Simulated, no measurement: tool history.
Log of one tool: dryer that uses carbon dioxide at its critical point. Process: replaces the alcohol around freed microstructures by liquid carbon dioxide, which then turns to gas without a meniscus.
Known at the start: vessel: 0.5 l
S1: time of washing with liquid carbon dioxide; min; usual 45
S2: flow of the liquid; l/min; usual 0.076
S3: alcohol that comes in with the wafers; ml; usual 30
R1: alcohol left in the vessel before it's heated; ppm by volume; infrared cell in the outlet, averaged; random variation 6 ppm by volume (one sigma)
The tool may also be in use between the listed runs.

run    hour  S1      S2   S3    R1
  1       0  45   0.076   30   374
  2    43.7  45   0.076   30   394
  3    63.7  45   0.076   30   388
  4   102.2  45   0.076   30   400
  5   126.6  45   0.076   30   405
  6   153.4  45   0.076   30   402
  7   179.1  47   0.076   30   336
  8   221.1  45   0.076   30   412
  9   266.7  45   0.076   30   442
 10   296.1  45   0.076   30   444
 11   322.8  45   0.076   30   455
 12   358.1  45   0.076   30   482
 13   397.9  45   0.076   30   482
 14   422.1  45   0.076   30   488
 15   459.8  45   0.076   30   495
 16   502.1  45   0.076   30   498
 17     523  45   0.076   76  1314
 18   567.2  45   0.076   76  1312
      590.5  -- inlet filter changed
 19   609.4  53   0.076   76   213
 20   646.7  45   0.122   30    27
 21     674  71   0.076   30    30
 22   709.9  45   0.076   30   257
 23   749.3  45   0.076   30   265
 24   769.7  70  0.1064   30    25
 25     806  65  0.0903   41    27
 26     844  65  0.0903   41    28
 27   878.4  65  0.0903   41    31
 28   914.7  65   0.079   46    40
 29   950.4  70  0.1188   71    19
 30     984  70  0.1188   71    14
 31  1005.6  70  0.1068   72    16
 32    1041  45  0.1287   80    36
 33  1082.2  45  0.1287   80    46
 34  1125.3  38  0.0769   30   694
 35    1154  52  0.0862   22    73
 36  1186.8  52  0.0862   22    62
 37  1225.8  45  0.0516   30  1984
 38  1250.3  45  0.1046   25    64
 39  1269.3  51  0.0568   25   711
 40  1295.3  45  0.0892   35   194
 41  1323.1  28   0.076  102  8390
 42    1353  47   0.076   57   577
 43  1393.7  34   0.076   57  2537

Measured less the same run without the tool's hidden state. The same run-to-run variation is in both; the gauge's scatter may not be:
The hidden state here: flow that reaches the vessel past the clogged filter, %; alcohol in the recycled carbon dioxide, ppm; drift of the gauge itself on alcohol_ppm, %.
run     R1
  1   +144
  2   +155
  3   +159
  4   +169
  5   +180
  6   +180
  7   +154
  8   +199
  9   +216
 10   +219
 11   +228
 12   +246
 13   +255
 14   +263
 15   +270
 16   +286
 17   +737
 18   +754
 19    +17
 20    +14
 21    +16
 22    +34
 23    +40
 24    +15
 25    +18
 26    +18
 27    +19
 28    +25
 29    +18
 30    +14
 31    +16
 32    +25
 33    +27
 34   +200
 35    +37
 36    +39
 37   +503
 38    +38
 39   +237
 40    +90
 41  +2224
 42   +247
 43   +857
